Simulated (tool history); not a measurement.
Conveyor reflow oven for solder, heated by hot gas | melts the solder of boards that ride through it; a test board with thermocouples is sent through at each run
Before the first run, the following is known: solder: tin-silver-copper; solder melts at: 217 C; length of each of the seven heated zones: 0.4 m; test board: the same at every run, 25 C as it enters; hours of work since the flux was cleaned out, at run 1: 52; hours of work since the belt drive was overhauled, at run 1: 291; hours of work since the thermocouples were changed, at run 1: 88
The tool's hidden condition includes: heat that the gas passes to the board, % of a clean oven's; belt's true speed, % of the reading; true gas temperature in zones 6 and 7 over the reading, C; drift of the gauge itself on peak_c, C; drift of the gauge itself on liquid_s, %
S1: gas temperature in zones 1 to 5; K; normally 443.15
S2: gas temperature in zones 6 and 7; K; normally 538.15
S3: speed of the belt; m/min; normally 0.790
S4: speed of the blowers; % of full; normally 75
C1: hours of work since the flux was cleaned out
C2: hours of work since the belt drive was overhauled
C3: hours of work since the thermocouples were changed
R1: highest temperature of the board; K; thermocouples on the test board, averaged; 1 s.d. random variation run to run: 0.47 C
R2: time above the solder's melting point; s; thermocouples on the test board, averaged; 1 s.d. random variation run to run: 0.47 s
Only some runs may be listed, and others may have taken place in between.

{"run": 1, "hour": 0.0, "S1": 443.15, "S2": 538.15, "S3": 0.79, "S4": 75, "C1": 52, "C2": 291, "C3": 88, "R1": 519.25, "R2": 40.2}
{"run": 2, "hour": 21.5, "S1": 443.15, "S2": 538.15, "S3": 0.79, "S4": 75, "C1": 62, "C2": 301, "C3": 99, "R1": 519.45, "R2": 41.2}
{"run": 3, "hour": 38.7, "S1": 443.15, "S2": 538.15, "S3": 0.79, "S4": 75, "C1": 71, "C2": 310, "C3": 108, "R1": 519.45, "R2": 40.5}
{"run": 4, "hour": 61.2, "S1": 443.15, "S2": 538.15, "S3": 0.79, "S4": 75, "C1": 82, "C2": 321, "C3": 119, "R1": 518.95, "R2": 39.8}
{"run": 5, "hour": 90.2, "S1": 443.15, "S2": 538.15, "S3": 0.79, "S4": 75, "C1": 97, "C2": 335, "C3": 133, "R1": 518.85, "R2": 40.4}
{"run": 6, "hour": 120.2, "S1": 443.15, "S2": 538.15, "S3": 0.79, "S4": 75, "C1": 111, "C2": 350, "C3": 148, "R1": 518.05, "R2": 40.0}
{"run": 7, "hour": 142.0, "S1": 443.15, "S2": 548.15, "S3": 0.79, "S4": 75, "C1": 122, "C2": 361, "C3": 159, "R1": 526.65, "R2": 44.7}
{"run": 8, "hour": 165.9, "S1": 443.15, "S2": 548.15, "S3": 0.79, "S4": 75, "C1": 134, "C2": 373, "C3": 171, "R1": 527.25, "R2": 44.4}
{"run": 9, "hour": 181.8, "S1": 443.15, "S2": 548.15, "S3": 0.79, "S4": 75, "C1": 142, "C2": 381, "C3": 179, "R1": 526.45, "R2": 45.6}
{"run": 10, "hour": 198.2, "S1": 443.15, "S2": 548.15, "S3": 0.79, "S4": 75, "C1": 150, "C2": 389, "C3": 187, "R1": 526.85, "R2": 44.0}
{"run": 11, "hour": 213.7, "S1": 443.15, "S2": 538.15, "S3": 0.79, "S4": 75, "C1": 158, "C2": 397, "C3": 195, "R1": 518.15, "R2": 39.0}
{"run": 12, "hour": 228.7, "S1": 443.15, "S2": 538.15, "S3": 0.79, "S4": 75, "C1": 165, "C2": 404, "C3": 202, "R1": 517.55, "R2": 39.1}
{"run": 13, "hour": 259.4, "S1": 443.15, "S2": 538.15, "S3": 0.79, "S4": 75, "C1": 181, "C2": 420, "C3": 217, "R1": 517.95, "R2": 38.3}
{"run": 14, "hour": 282.7, "S1": 443.15, "S2": 538.15, "S3": 0.79, "S4": 75, "C1": 192, "C2": 431, "C3": 229, "R1": 519.05, "R2": 38.8}
{"run": 15, "hour": 315.0, "S1": 443.15, "S2": 538.15, "S3": 0.79, "S4": 75, "C1": 208, "C2": 447, "C3": 245, "R1": 517.25, "R2": 37.8}
{"run": 16, "hour": 333.5, "S1": 443.15, "S2": 538.15, "S3": 0.79, "S4": 75, "C1": 217, "C2": 456, "C3": 254, "R1": 517.75, "R2": 38.7}
{"run": 17, "hour": 367.3, "S1": 443.15, "S2": 538.15, "S3": 0.697, "S4": 75, "C1": 234, "C2": 473, "C3": 271, "R1": 520.85, "R2": 47.7}
{"run": 18, "hour": 389.6, "S1": 443.15, "S2": 549.15, "S3": 0.79, "S4": 75, "C1": 245, "C2": 484, "C3": 282, "R1": 525.85, "R2": 44.6}
{"run": 19, "hour": 405.6, "S1": 439.15, "S2": 529.15, "S3": 0.79, "S4": 75, "C1": 253, "C2": 492, "C3": 290, "R1": 508.15, "R2": 30.2}
{"run": 20, "hour": 437.1, "S1": 439.15, "S2": 529.15, "S3": 0.79, "S4": 75, "C1": 269, "C2": 508, "C3": 306, "R1": 508.55, "R2": 30.2}
{"run": 21, "hour": 454.8, "S1": 439.15, "S2": 529.15, "S3": 0.79, "S4": 71, "C1": 278, "C2": 517, "C3": 314, "R1": 507.25, "R2": 28.6}
{"run": 22, "hour": 478.3, "S1": 439.15, "S2": 529.15, "S3": 0.79, "S4": 71, "C1": 289, "C2": 528, "C3": 326, "R1": 507.25, "R2": 28.0}
{"run": 23, "hour": 493.3, "S1": 439.15, "S2": 528.15, "S3": 0.93, "S4": 56, "C1": 297, "C2": 536, "C3": 333, "R1": 495.75, "R2": 8.7}
{"run": 24, "hour": 525.7, "S1": 451.15, "S2": 538.15, "S3": 0.79, "S4": 58, "C1": 313, "C2": 552, "C3": 350, "R1": 513.35, "R2": 36.7}
{"hour": 532.5, "done": "flux residue cleaned out of gas plates and filters"}
{"run": 25, "hour": 562.6, "S1": 429.15, "S2": 538.15, "S3": 0.785, "S4": 75, "C1": 15, "C2": 568, "C3": 365, "R1": 517.25, "R2": 36.0}
{"run": 26, "hour": 578.7, "S1": 443.15, "S2": 538.15, "S3": 0.79, "S4": 69, "C1": 23, "C2": 576, "C3": 373, "R1": 517.95, "R2": 39.2}
{"run": 27, "hour": 593.0, "S1": 443.15, "S2": 538.15, "S3": 0.79, "S4": 69, "C1": 30, "C2": 583, "C3": 381, "R1": 517.95, "R2": 38.8}
{"run": 28, "hour": 622.6, "S1": 443.15, "S2": 538.15, "S3": 0.79, "S4": 60, "C1": 45, "C2": 597, "C3": 395, "R1": 515.15, "R2": 36.3}
{"run": 29, "hour": 652.0, "S1": 448.15, "S2": 539.15, "S3": 0.786, "S4": 89, "C1": 59, "C2": 612, "C3": 410, "R1": 522.05, "R2": 45.1}
{"run": 30, "hour": 674.3, "S1": 432.15, "S2": 542.15, "S3": 0.711, "S4": 66, "C1": 70, "C2": 623, "C3": 421, "R1": 522.25, "R2": 43.7}
{"run": 31, "hour": 691.9, "S1": 432.15, "S2": 542.15, "S3": 0.711, "S4": 66, "C1": 79, "C2": 632, "C3": 430, "R1": 520.95, "R2": 44.3}

Hidden condition of the tool, last listed run before each entry between runs versus first listed run after:
In the gap between runs 24 and 25: flux residue cleaned out of gas plates and filters (hour 532.5)
  heat that the gas passes to the board, % of a clean oven's: 88.4 -> 98.9; belt's true speed, % of the reading: 99.02 -> 98.98; true gas temperature in zones 6 and 7 over the reading, C: -1.88 -> -1.94
  difference, measured minus the result without the unlogged condition, R1: -4.30 -> -1.60 K; R2: -3.8 -> -0.8 s
